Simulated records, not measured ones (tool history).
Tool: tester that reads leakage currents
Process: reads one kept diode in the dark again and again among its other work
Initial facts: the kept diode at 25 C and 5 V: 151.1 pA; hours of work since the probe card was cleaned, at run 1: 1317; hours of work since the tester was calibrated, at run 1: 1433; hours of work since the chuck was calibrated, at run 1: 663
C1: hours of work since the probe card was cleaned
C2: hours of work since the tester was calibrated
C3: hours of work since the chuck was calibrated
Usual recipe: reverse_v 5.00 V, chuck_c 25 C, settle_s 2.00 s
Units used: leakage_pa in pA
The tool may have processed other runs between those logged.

run 1 hour=0.0 | reverse_v=5.00 chuck_c=25 settle_s=2.00 | C1=1317 C2=1433 C3=663 | leakage_pa=174.89
run 2 hour=60.8 | reverse_v=5.00 chuck_c=25 settle_s=2.00 | C1=1352 C2=1468 C3=698 | leakage_pa=176.30
run 3 hour=162.6 | reverse_v=5.00 chuck_c=25 settle_s=1.96 | C1=1410 C2=1526 C3=756 | leakage_pa=177.45
run 4 hour=268.0 | reverse_v=5.00 chuck_c=25 settle_s=1.96 | C1=1470 C2=1586 C3=816 | leakage_pa=178.62
-- hour=303.6 probe card cleaned and baked
run 5 hour=369.7 | reverse_v=5.00 chuck_c=25 settle_s=8.34 | C1=38 C2=1642 C3=872 | leakage_pa=167.47
run 6 hour=430.7 | reverse_v=5.00 chuck_c=38 settle_s=8.34 | C1=72 C2=1677 C3=907 | leakage_pa=549.45
run 7 hour=477.2 | reverse_v=5.00 chuck_c=38 settle_s=8.34 | C1=99 C2=1703 C3=933 | leakage_pa=547.84
run 8 hour=581.2 | reverse_v=5.00 chuck_c=38 settle_s=8.34 | C1=158 C2=1763 C3=993 | leakage_pa=555.68
-- hour=640.8 chuck's temperature calibrated
run 9 hour=694.9 | reverse_v=5.00 chuck_c=38 settle_s=8.34 | C1=222 C2=1826 C3=31 | leakage_pa=500.49
run 10 hour=779.6 | reverse_v=1.68 chuck_c=25 settle_s=2.00 | C1=270 C2=1875 C3=79 | leakage_pa=90.35
run 11 hour=852.2 | reverse_v=1.68 chuck_c=25 settle_s=2.00 | C1=312 C2=1916 C3=121 | leakage_pa=91.36
run 12 hour=945.7 | reverse_v=1.68 chuck_c=25 settle_s=2.00 | C1=365 C2=1969 C3=174 | leakage_pa=91.80
run 13 hour=1015.8 | reverse_v=5.00 chuck_c=25 settle_s=0.62 | C1=405 C2=2009 C3=214 | leakage_pa=159.11
run 14 hour=1099.6 | reverse_v=5.00 chuck_c=25 settle_s=0.62 | C1=453 C2=2057 C3=262 | leakage_pa=160.39
run 15 hour=1152.2 | reverse_v=5.00 chuck_c=25 settle_s=0.62 | C1=483 C2=2087 C3=292 | leakage_pa=161.24
run 16 hour=1260.8 | reverse_v=1.37 chuck_c=25 settle_s=0.62 | C1=545 C2=2149 C3=353 | leakage_pa=86.14
run 17 hour=1374.6 | reverse_v=1.37 chuck_c=25 settle_s=0.62 | C1=609 C2=2214 C3=418 | leakage_pa=85.91
run 18 hour=1443.1 | reverse_v=5.00 chuck_c=25 settle_s=2.00 | C1=648 C2=2253 C3=457 | leakage_pa=161.91
run 19 hour=1553.9 | reverse_v=5.00 chuck_c=25 settle_s=2.00 | C1=712 C2=2316 C3=521 | leakage_pa=164.11
run 20 hour=1666.3 | reverse_v=5.00 chuck_c=24 settle_s=2.00 | C1=776 C2=2380 C3=585 | leakage_pa=151.85
-- hour=1677.8 tester calibrated
run 21 hour=1780.2 | reverse_v=6.47 chuck_c=24 settle_s=1.29 | C1=839 C2=58 C3=648 | leakage_pa=174.72
run 22 hour=1865.8 | reverse_v=19.93 chuck_c=28 settle_s=2.00 | C1=888 C2=107 C3=697 | leakage_pa=446.82

Run 23 has not been measured yet. What should we expect?
run 23 hour=1970.9 | reverse_v=19.93 chuck_c=28 settle_s=2.00 | C1=948 C2=167 C3=757 | leakage_pa=?

Run 23 measured leakage_pa 449.45 pA.
With no hidden state in the tool, this same run would have given leakage_pa 392.71 pA.
